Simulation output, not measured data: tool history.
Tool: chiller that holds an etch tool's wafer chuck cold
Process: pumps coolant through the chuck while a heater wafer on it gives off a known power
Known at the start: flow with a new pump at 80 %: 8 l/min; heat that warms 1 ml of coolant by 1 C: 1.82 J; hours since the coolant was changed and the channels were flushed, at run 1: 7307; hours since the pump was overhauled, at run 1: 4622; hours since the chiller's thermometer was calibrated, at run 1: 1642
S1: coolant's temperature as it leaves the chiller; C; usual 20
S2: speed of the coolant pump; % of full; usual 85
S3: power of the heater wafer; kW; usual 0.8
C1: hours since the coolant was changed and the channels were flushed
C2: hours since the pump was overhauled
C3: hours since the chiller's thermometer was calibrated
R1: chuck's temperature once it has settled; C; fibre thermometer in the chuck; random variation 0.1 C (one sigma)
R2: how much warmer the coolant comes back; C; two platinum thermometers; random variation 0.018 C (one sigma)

run 1 hour=0 | S1=20 S2=85 S3=0.8 | C1=7307 C2=4622 C3=1642 | R1=26.5 R2=3.05
run 2 hour=95.1 | S1=20 S2=85 S3=0.8 | C1=7402 C2=4718 C3=1737 | R1=26.7 R2=3.12
run 3 hour=226.6 | S1=20 S2=85 S3=0.8 | C1=7533 C2=4849 C3=1868 | R1=26.6 R2=3.07
run 4 hour=346.3 | S1=20 S2=85 S3=0.8 | C1=7653 C2=4969 C3=1988 | R1=26.7 R2=3.08
run 5 hour=437 | S1=20 S2=85 S3=0.8 | C1=7744 C2=5059 C3=2079 | R1=26.7 R2=3.06
-- hour=475.5 chiller's thermometer calibrated
run 6 hour=544.1 | S1=20 S2=85 S3=0.8 | C1=7850 C2=5166 C3=69 | R1=26.5 R2=3.08
-- hour=626.2 coolant changed, channels flushed
run 7 hour=626.2 | S1=20 S2=85 S3=0.94 | C1=0 C2=5242 C3=145 | R1=27.8 R2=3.63
run 8 hour=740.1 | S1=20 S2=85 S3=0.94 | C1=114 C2=5356 C3=259 | R1=27.8 R2=3.59
run 9 hour=845.4 | S1=20 S2=97 S3=0.94 | C1=219 C2=5461 C3=364 | R1=26.8 R2=3.14
run 10 hour=999.9 | S1=14 S2=84 S3=0.87 | C1=374 C2=5615 C3=518 | R1=21.3 R2=3.38
run 11 hour=1155 | S1=15 S2=90 S3=0.825 | C1=529 C2=5770 C3=674 | R1=21.5 R2=2.98
run 12 hour=1284.8 | S1=15 S2=90 S3=1.107 | C1=659 C2=5900 C3=803 | R1=23.7 R2=3.98

Forecast run 13:
run 13 hour=1392.6 | S1=27 S2=75 S3=1.071 | C1=766 C2=6008 C3=911 | R1=? R2=?

Run 13 gave R1 37 C, R2 4.72 C.
Without the tool's hidden state the same run would have given R1 37 C, R2 4.72 C.

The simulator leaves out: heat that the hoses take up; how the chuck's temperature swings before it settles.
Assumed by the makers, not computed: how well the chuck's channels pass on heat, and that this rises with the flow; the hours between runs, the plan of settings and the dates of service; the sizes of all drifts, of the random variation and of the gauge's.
